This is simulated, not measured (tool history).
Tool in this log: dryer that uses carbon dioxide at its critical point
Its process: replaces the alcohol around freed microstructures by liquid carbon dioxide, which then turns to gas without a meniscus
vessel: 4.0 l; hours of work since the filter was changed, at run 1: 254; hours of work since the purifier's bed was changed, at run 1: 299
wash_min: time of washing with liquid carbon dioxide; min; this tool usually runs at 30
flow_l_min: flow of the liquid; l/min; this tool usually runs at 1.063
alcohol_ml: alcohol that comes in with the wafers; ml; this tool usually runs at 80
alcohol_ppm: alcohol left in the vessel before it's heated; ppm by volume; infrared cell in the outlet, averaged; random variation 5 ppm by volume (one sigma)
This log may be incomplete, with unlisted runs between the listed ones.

run   hour  wash_min  flow_l_min  alcohol_ml  hours of work since the filter was changed  hours of work since the purifier's bed was changed  alcohol_ppm
  1      0        30       1.063          80                                         254                                                 299           96
  2    9.3        30       1.063          80                                         262                                                 307          114
  3   18.9        30       1.063          80                                         269                                                 314          106
  4   28.6        30       1.063          80                                         277                                                 322          111
  5   38.1        30       1.063          80                                         285                                                 330          107
  6     43        30       1.063          80                                         289                                                 334          129
  7   50.2        30       1.063          80                                         294                                                 340          123
  8   59.7        30       1.063          80                                         302                                                 347          122
  9     64        30         1.7          80                                         305                                                 351          103
 10   68.2        30         1.7          80                                         309                                                 354          104
 11   72.7        34       1.063          80                                         312                                                 358          116
 12   78.2        34       1.063          80                                         317                                                 362          107
 13   83.8        30       1.063          80                                         321                                                 366          134
 14     88        30       1.063          80                                         325                                                 370          120
 15   92.7        30       1.063          80                                         328                                                 374          125
 16   97.1        30        1.49          80                                         332                                                 377          107
 17  101.9        30       1.063          80                                         336                                                 381          129
 18    106        30       1.063          41                                         339                                                 384          124
 19  113.6        30       1.063          41                                         345                                                 390          118
 20  120.3        30       1.063          41                                         350                                                 396          130
 21  128.7        30       1.063          41                                         357                                                 402          132
 22    137        30       1.063          75                                         364                                                 409          134
 23    143        30       1.063          75                                         369                                                 414          134
 24  150.1        30        0.94          75                                         374                                                 419          174
 25  158.6        30        0.94          75                                         381                                                 426          174
 26  165.8        19        0.94          75                                         387                                                 432          558
 27  170.3        37        1.03          21                                         390                                                 436          128
 28  175.1        37        1.03          21                                         394                                                 439          137
 29  180.7        37        1.03          21                                         399                                                 444          137
 30  188.4        37        1.03          21                                         405                                                 450          132
 31    197        37        1.03          59                                         412                                                 457          136
 32  202.2        32         0.9         103                                         416                                                 461          200
 33  206.9        32         0.9         103                                         420                                                 465          205
 34  215.1        20         0.9          42                                         426                                                 471          381
 35  220.8        20         0.9          42                                         431                                                 476          365
 36  228.9        30        0.94          71                                         437                                                 483          185
 37  234.2        29        0.94          42                                         442                                                 487          166
 38  239.8        39        1.16          44                                         446                                                 491          142
     244.1  -- inlet filter changed
 39  247.2        21         1.5          57                                           2                                                 496          152
 40  253.1        21         1.5          57                                           7                                                 501          158
 41  258.3        30       1.063          50                                          11                                                 505          153
 42  263.6        23        1.36         117                                          16                                                 509          165
 43  272.7        37        0.71          29                                          23                                                 517          175
 44  277.1        19        1.54          27                                          26                                                 520          159
 45  284.6        24        1.49          24                                          32                                                 526          158
 46  289.2        24        1.49          24                                          36                                                 530          145

5 options for the next run, each taken on its own from the tool as it stands now. Forecast them:
  A  294.6        23        0.84          24                                          40                                                 534            ?
  B  294.6        29         0.9          24                                          40                                                 534            ?
  C  294.6        24        1.18          36                                          40                                                 534            ?
  D  294.6        30        1.26          80                                          40                                                 534            ?
  E  294.6        40       1.063          80                                          40                                                 534            ?

run  alcohol_ppm
  A          244
  B          172
  C          157
  D          139
  E          152
Stripped of hidden state, with their random variation kept, the same runs would have yielded:
run  alcohol_ppm
  A           93
  B           27
  C           10
  D            0
  E            7
